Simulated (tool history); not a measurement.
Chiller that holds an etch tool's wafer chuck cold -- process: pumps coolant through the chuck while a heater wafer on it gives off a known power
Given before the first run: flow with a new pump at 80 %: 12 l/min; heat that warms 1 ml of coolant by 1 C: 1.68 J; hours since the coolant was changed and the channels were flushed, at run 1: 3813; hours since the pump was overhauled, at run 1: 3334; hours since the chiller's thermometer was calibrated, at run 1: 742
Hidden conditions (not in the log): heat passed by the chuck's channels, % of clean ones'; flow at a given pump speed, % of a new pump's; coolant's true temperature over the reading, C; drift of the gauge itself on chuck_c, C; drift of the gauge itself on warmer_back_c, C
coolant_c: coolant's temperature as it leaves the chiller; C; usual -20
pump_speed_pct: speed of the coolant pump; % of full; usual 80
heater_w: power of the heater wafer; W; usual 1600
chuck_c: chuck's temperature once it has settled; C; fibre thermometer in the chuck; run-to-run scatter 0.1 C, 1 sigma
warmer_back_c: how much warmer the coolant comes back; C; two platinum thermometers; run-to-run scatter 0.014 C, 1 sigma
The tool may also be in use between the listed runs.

| run | hour | coolant_c | pump_speed_pct | heater_w | hours since the coolant was changed and the channels were flushed | hours since the pump was overhauled | hours since the chiller's thermometer was calibrated | chuck_c | warmer_back_c |
|---|---|---|---|---|---|---|---|---|---|
| 1 | 0 | -20 | 80 | 1600 | 3813 | 3334 | 742 | -6.6 | 4.96 |
| 2 | 66.6 | -20 | 80 | 1600 | 3880 | 3401 | 809 | -6.7 | 4.97 |
| 3 | 138.1 | -20 | 80 | 1600 | 3951 | 3473 | 880 | -6.3 | 4.99 |
| 4 | 178.4 | -20 | 80 | 1600 | 3991 | 3513 | 921 | -6.1 | 4.98 |
| 5 | 244.9 | -20 | 80 | 1600 | 4058 | 3579 | 987 | -6.4 | 4.98 |
| 6 | 291.2 | -20 | 80 | 1600 | 4104 | 3626 | 1033 | -6.2 | 4.98 |
| 7 | 362.1 | -20 | 80 | 1600 | 4175 | 3697 | 1104 | -6.2 | 5.02 |
| 8 | 408.5 | -20 | 80 | 1600 | 4221 | 3743 | 1151 | -6.1 | 5.02 |
| 9 | 471.7 | -20 | 80 | 1600 | 4285 | 3806 | 1214 | -6.2 | 5 |
| 10 | 506.4 | -20 | 62 | 1600 | 4319 | 3841 | 1249 | -3.6 | 6.55 |
| 11 | 568.7 | -20 | 80 | 1600 | 4382 | 3903 | 1311 | -6.2 | 5.01 |
|  | 580.1 | coolant changed, channels flushed |
|  | 585.1 | coolant pump overhauled |
| 12 | 657.5 | -20 | 80 | 1600 | 72 | 72 | 1389 | -8 | 5.14 |
| 13 | 738.5 | -20 | 80 | 1600 | 153 | 153 | 1470 | -8.3 | 5.11 |
|  | 793.2 | coolant pump overhauled, once more |
| 14 | 818.4 | -20 | 80 | 2230 | 228 | 25 | 1545 | -4.1 | 6.66 |
| 15 | 871.4 | -20 | 80 | 1063 | 281 | 78 | 1598 | -12.4 | 3.18 |
| 16 | 931.1 | -20 | 80 | 1063 | 341 | 138 | 1657 | -12.6 | 3.17 |
| 17 | 991 | -20 | 80 | 1063 | 401 | 198 | 1717 | -12.4 | 3.18 |
| 18 | 1075.3 | -20 | 80 | 2150 | 485 | 282 | 1801 | -4.4 | 6.44 |
| 19 | 1123.4 | -14 | 89 | 1674 | 533 | 330 | 1850 | -2.8 | 4.49 |
| 20 | 1166 | -14 | 89 | 1674 | 576 | 373 | 1892 | -2.9 | 4.5 |
| 21 | 1206.8 | -22 | 89 | 1674 | 617 | 414 | 1933 | -10.9 | 4.47 |
| 22 | 1289.2 | -19 | 60 | 972 | 699 | 496 | 2015 | -10.5 | 3.92 |
| 23 | 1372.9 | -19 | 60 | 972 | 783 | 580 | 2099 | -10.5 | 3.96 |
| 24 | 1417.7 | -27 | 60 | 1600 | 828 | 624 | 2144 | -12.8 | 6.5 |
| 25 | 1493.1 | -29 | 83 | 1814 | 903 | 700 | 2219 | -15.9 | 5.25 |
| 26 | 1574.3 | -25 | 80 | 1645 | 984 | 781 | 2300 | -12.9 | 4.93 |
| 27 | 1655.2 | -20 | 64 | 1213 | 1065 | 862 | 2381 | -9.8 | 4.63 |
| 28 | 1717.4 | -22 | 80 | 1671 | 1127 | 924 | 2444 | -9.8 | 5.03 |
| 29 | 1772.4 | -15 | 65 | 979 | 1182 | 979 | 2499 | -6.8 | 3.66 |
| 30 | 1856.7 | -15 | 98 | 918 | 1267 | 1064 | 2583 | -9.3 | 2.23 |
| 31 | 1934.7 | -15 | 98 | 918 | 1345 | 1141 | 2661 | -9.1 | 2.25 |
| 32 | 1984.9 | -20 | 68 | 1960 | 1395 | 1192 | 2711 | -3.7 | 7.04 |

Branching from run 32: 4 alternative next runs. What would each branch give?
| A | 2021.8 | -30 | 82 | 982 | 1432 | 1229 | 2748 | ? | ? |
| B | 2021.8 | -24 | 60 | 1960 | 1432 | 1229 | 2748 | ? | ? |
| C | 2021.8 | -20 | 94 | 2032 | 1432 | 1229 | 2748 | ? | ? |
| D | 2021.8 | -19 | 74 | 1973 | 1432 | 1229 | 2748 | ? | ? |

| run | chuck_c | warmer_back_c |
|---|---|---|
| A | -23 | 2.91 |
| B | -6.2 | 8 |
| C | -6.4 | 5.2 |
| D | -3.5 | 6.49 |
Had the tool no hidden state, the same runs would have come out as:
| run | chuck_c | warmer_back_c |
|---|---|---|
| A | -23.2 | 2.86 |
| B | -7 | 7.87 |
| C | -7 | 5.12 |
| D | -4.2 | 6.39 |
